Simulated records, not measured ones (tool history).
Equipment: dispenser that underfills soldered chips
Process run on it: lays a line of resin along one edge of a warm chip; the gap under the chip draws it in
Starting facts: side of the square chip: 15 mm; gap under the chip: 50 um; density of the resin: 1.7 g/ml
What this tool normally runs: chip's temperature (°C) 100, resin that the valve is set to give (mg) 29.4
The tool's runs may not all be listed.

| run | day | chip's temperature (°C) | resin that the valve is set to give (mg) | time until the resin shows at the far edge (s) | resin that the valve gave (mg) |
|---|---|---|---|---|---|
| 1 | 0 | 100 | 29.4 | 341 | 29.04 |
| 2 | 0.262 | 100 | 29.4 | 437 | 28.94 |
|  | 0.392 | new syringe of resin |
| 3 | 0.5 | 100 | 29.4 | 274.1 | 28.79 |
| 4 | 0.796 | 100 | 33.8 | 371.2 | 33.1 |
| 5 | 1.062 | 104 | 33.8 | 442.9 | 32.9 |
|  | 1.1 | new syringe of resin |
| 6 | 1.238 | 115 | 33.8 | 190.1 | 33.15 |

What will run 7 give?
| 7 | 1.462 | 115 | 27.3 | ? | ? |

{"run 7": {"time until the resin shows at the far edge (s)": 239.8, "resin that the valve gave (mg)": 26.75}}
Had the tool carried no hidden state, the very same run would have given time until the resin shows at the far edge (s) 165.5, resin that the valve gave (mg) 27.48.
